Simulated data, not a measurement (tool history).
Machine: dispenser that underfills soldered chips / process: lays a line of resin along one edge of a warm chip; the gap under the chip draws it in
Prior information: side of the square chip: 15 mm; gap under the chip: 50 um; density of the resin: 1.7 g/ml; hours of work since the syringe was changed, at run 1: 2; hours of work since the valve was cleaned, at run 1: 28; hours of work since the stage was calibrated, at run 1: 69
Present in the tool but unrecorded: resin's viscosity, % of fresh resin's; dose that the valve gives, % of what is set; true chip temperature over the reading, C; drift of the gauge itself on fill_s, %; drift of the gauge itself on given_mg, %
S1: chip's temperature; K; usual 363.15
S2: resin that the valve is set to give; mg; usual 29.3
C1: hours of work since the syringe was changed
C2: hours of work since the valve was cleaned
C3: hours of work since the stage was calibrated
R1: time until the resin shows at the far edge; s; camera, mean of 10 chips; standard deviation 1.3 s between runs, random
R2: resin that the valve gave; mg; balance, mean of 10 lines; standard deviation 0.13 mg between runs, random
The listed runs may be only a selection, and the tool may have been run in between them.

run  hour      S1    S2  C1  C2   C3     R1     R2
  1     0  363.15  29.3   2  28   69  139.2  28.36
  2   4.1  363.15  29.3   5  31   71  162.7  28.52
      6.5  -- new syringe of resin
  3  11.7  363.15  29.3   4  37   77  150.4  28.38
     15.4  -- new syringe of resin
  4  15.5  363.15  29.3   0  39   79  126.3  28.21
  5  22.4  363.15  27.6   5  44   84  161.6  26.53
     24.1  -- new syringe of resin
  6  27.9  352.15  27.6   3  48   88  238.3  26.22
     33.2  -- new syringe of resin
  7  35.7  352.15  27.6   2  54   94  226.3  26.21
     41.7  -- new syringe of resin
  8    42  363.15  29.3   0  58   98  128.3  27.77
  9  45.6  363.15  29.3   3  61  101  145.9  27.44
     50.1  -- new syringe of resin
 10  52.1  363.15  29.3   1  65  105  135.8  27.51
     55.2  -- dispensing valve cleaned and set on the balance
 11  56.6  368.15  27.7   4   1  108  124.3  27.89
     59.9  -- new syringe of resin
 12  62.9  378.15    34   2   5  112     75   33.7
     68.4  -- new syringe of resin
 13  68.8  351.15  29.1   0  10  116  215.9  28.88
 14  75.6  378.15  32.6   5  14  121   87.9  32.35
     77.1  -- new syringe of resin
 15    82  376.15  34.7   4  19  126   84.6  33.96
     85.6  -- new syringe of resin
 16  85.6  376.15  34.7   0  21  128   71.5  34.35
 17  91.7  349.15  31.8   4  26  132  290.3  31.13

5 ways to go on from here, each from the tool as it stands after run 17. What would each give?
     94.2  -- new syringe of resin
  A  98.4  362.15  31.8   3  30  137   ?   ?
     94.2  -- new syringe of resin
  B  98.4  364.15  32.8   3  30  137   ?   ?
     94.2  -- new syringe of resin
  C  98.4  370.15  31.9   3  30  137   ?   ?
     94.2  -- new syringe of resin
  D  98.4  356.15  37.3   3  30  137   ?   ?
     94.2  -- new syringe of resin
  E  98.4  355.15  29.3   3  30  137   ?   ?

run     R1     R2
  A  145.4  31.06
  B  132.3  31.99
  C  105.3  31.02
  D    184  36.51
  E  199.4  28.71
Take away the tool's hidden state, keep each run's random variation, and the runs would have read:
run     R1     R2
  A  130.9  31.88
  B  119.2  32.84
  C   94.8  31.85
  D    166  37.48
  E  179.6  29.47
